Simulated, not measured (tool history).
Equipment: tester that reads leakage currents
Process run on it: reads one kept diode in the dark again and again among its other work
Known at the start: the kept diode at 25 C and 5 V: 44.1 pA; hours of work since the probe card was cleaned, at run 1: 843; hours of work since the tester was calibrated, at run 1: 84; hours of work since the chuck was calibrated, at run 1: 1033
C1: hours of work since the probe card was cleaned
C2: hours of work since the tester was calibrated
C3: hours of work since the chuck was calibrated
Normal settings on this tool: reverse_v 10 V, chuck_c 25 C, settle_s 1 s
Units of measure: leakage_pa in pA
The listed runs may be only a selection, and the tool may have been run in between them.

Run 1, hour 0: usual settings; C1 843; C2 84; C3 1033. Result: leakage_pa 76.82 pA.
Run 2, hour 23.3: usual settings; C1 854; C2 95; C3 1044. Result: leakage_pa 76.89 pA.
Run 3, hour 52.8: usual settings; C1 868; C2 109; C3 1058. Result: leakage_pa 77.34 pA.
Run 4, hour 94.1: usual settings; C1 888; C2 128; C3 1077. Result: leakage_pa 77.71 pA.
Run 5, hour 128.1: usual settings; C1 904; C2 145; C3 1094. Result: leakage_pa 77.53 pA.
Run 6, hour 147.8: usual settings; C1 913; C2 154; C3 1103. Result: leakage_pa 77.52 pA.
Run 7, hour 177.1: usual settings; C1 927; C2 168; C3 1117. Result: leakage_pa 77.67 pA.
Run 8, hour 198.5: usual settings; C1 937; C2 178; C3 1127. Result: leakage_pa 77.6 pA.
Run 9, hour 228.8: usual settings; C1 952; C2 193; C3 1142. Result: leakage_pa 77.88 pA.
Run 10, hour 247.9: usual settings; C1 961; C2 202; C3 1151. Result: leakage_pa 78.06 pA.
Run 11, hour 285.4: usual settings but chuck_c 46 C; C1 979; C2 220; C3 1169. Result: leakage_pa 420.33 pA.
Run 12, hour 322: usual settings but reverse_v 9 V; C1 996; C2 237; C3 1186. Result: leakage_pa 73.6 pA.
Run 13, hour 363.7: usual settings but reverse_v 9 V, chuck_c 20 C; C1 1016; C2 257; C3 1206. Result: leakage_pa 50.46 pA.
Run 14, hour 402.4: usual settings but reverse_v 1.3 V; C1 1035; C2 276; C3 1224. Result: leakage_pa 24.85 pA.
Run 15, hour 426.1: usual settings but reverse_v 1.3 V; C1 1046; C2 287; C3 1236. Result: leakage_pa 25.03 pA.
Run 16, hour 468.2: usual settings but reverse_v 1.3 V; C1 1066; C2 307; C3 1256. Result: leakage_pa 25.1 pA.
Run 17, hour 503.5: usual settings but reverse_v 1.3 V; C1 1083; C2 324; C3 1273. Result: leakage_pa 25.02 pA.
Run 18, hour 542.9: usual settings but reverse_v 1.3 V; C1 1102; C2 343; C3 1292. Result: leakage_pa 25.08 pA.
Run 19, hour 566.9: usual settings but reverse_v 1.3 V; C1 1113; C2 354; C3 1303. Result: leakage_pa 25.27 pA.
Run 20, hour 596.7: usual settings but reverse_v 1.3 V; C1 1127; C2 368; C3 1317. Result: leakage_pa 25.15 pA.
Run 21, hour 633.5: usual settings but reverse_v 1.3 V; C1 1145; C2 386; C3 1335. Result: leakage_pa 25.23 pA.
Run 22, hour 655.4: usual settings but reverse_v 5.6 V, settle_s 0.39 s; C1 1155; C2 396; C3 1345. Result: leakage_pa 60.55 pA.
Run 23, hour 677.7: usual settings but reverse_v 9.6 V, chuck_c 34 C, settle_s 0.33 s; C1 1166; C2 407; C3 1356. Result: leakage_pa 167.29 pA.
Run 24, hour 717.7: usual settings but reverse_v 13.6 V, settle_s 2.68 s; C1 1185; C2 426; C3 1375. Result: leakage_pa 93.33 pA.
Run 25, hour 734.8: usual settings but reverse_v 13.6 V, chuck_c 28 C, settle_s 0.47 s; C1 1193; C2 434; C3 1383. Result: leakage_pa 127.46 pA.
Run 26, hour 758.7: usual settings but chuck_c 54 C, settle_s 0.76 s; C1 1205; C2 445; C3 1394. Result: leakage_pa 781.62 pA.
Run 27, hour 782.1: usual settings but settle_s 2.63 s; C1 1216; C2 457; C3 1406. Result: leakage_pa 78.19 pA.
Run 28, hour 800.5: usual settings but settle_s 2.63 s; C1 1225; C2 465; C3 1414. Result: leakage_pa 78.33 pA.
Run 29, hour 834.6: usual settings but settle_s 2.63 s; C1 1241; C2 482; C3 1431. Result: leakage_pa 78.36 pA.
Run 30, hour 875: usual settings but reverse_v 1.6 V, chuck_c 56 C, settle_s 0.61 s; C1 1260; C2 501; C3 1450. Result: leakage_pa 353.67 pA.
Run 31, hour 898.3: usual settings but reverse_v 1.2 V, chuck_c 29 C, settle_s 0.31 s; C1 1271; C2 512; C3 1461. Result: leakage_pa 35.46 pA.
Run 32, hour 935.2: usual settings but reverse_v 1.2 V, chuck_c 22 C, settle_s 0.33 s; C1 1289; C2 530; C3 1479. Result: leakage_pa 19.81 pA.
Run 33, hour 963.3: usual settings but reverse_v 1.2 V, chuck_c 22 C, settle_s 0.33 s; C1 1302; C2 543; C3 1492. Result: leakage_pa 19.88 pA.
Run 34, hour 998.9: usual settings but reverse_v 1.2 V, chuck_c 22 C, settle_s 0.33 s; C1 1319; C2 560; C3 1509. Result: leakage_pa 19.97 pA.
Run 35, hour 1017.1: usual settings but reverse_v 19.4 V, chuck_c 32 C, settle_s 0.33 s; C1 1328; C2 569; C3 1518. Result: leakage_pa 222.91 pA.
Run 36, hour 1051: usual settings but reverse_v 19.4 V, chuck_c 32 C, settle_s 0.33 s; C1 1344; C2 585; C3 1534. Result: leakage_pa 220.98 pA.
Run 37, hour 1075.7: usual settings but reverse_v 9.5 V, chuck_c 33 C; C1 1356; C2 597; C3 1546. Result: leakage_pa 148.99 pA.
At hour 1094.4: probe card cleaned and baked.
Run 38, hour 1110.4: usual settings but reverse_v 4.8 V, chuck_c 40 C; C1 8; C2 612; C3 1561. Result: leakage_pa 174.93 pA.
Run 39, hour 1129: usual settings but reverse_v 6.3 V, chuck_c 39 C; C1 16; C2 621; C3 1570. Result: leakage_pa 186.01 pA.

Each row is a separate what-if for the run after 39, all from the same tool condition, not one after another. Results?
Run A, hour 1153.5: usual settings but reverse_v 13.9 V, chuck_c 23 C; C1 28; C2 632; C3 1581. Result: leakage_pa ?.
Run B, hour 1153.5: usual settings but reverse_v 1.2 V, chuck_c 30 C, settle_s 1.66 s; C1 28; C2 632; C3 1581. Result: leakage_pa ?.
Run C, hour 1153.5: usual settings but reverse_v 1.4 V, chuck_c 47 C; C1 28; C2 632; C3 1581. Result: leakage_pa ?.
Run D, hour 1153.5: usual settings but reverse_v 3.6 V, chuck_c 39 C, settle_s 0.6 s; C1 28; C2 632; C3 1581. Result: leakage_pa ?.
Run E, hour 1153.5: usual settings but reverse_v 2.7 V, chuck_c 50 C, settle_s 9.01 s; C1 28; C2 632; C3 1581. Result: leakage_pa ?.

run  leakage_pa
  A       72.56
  B       36.23
  C      164.21
  D      140.13
  E      291.51
With no hidden state in the tool, these same runs would have given:
run  leakage_pa
  A       67.63
  B       33.85
  C      154.51
  D      131.51
  E      274.55
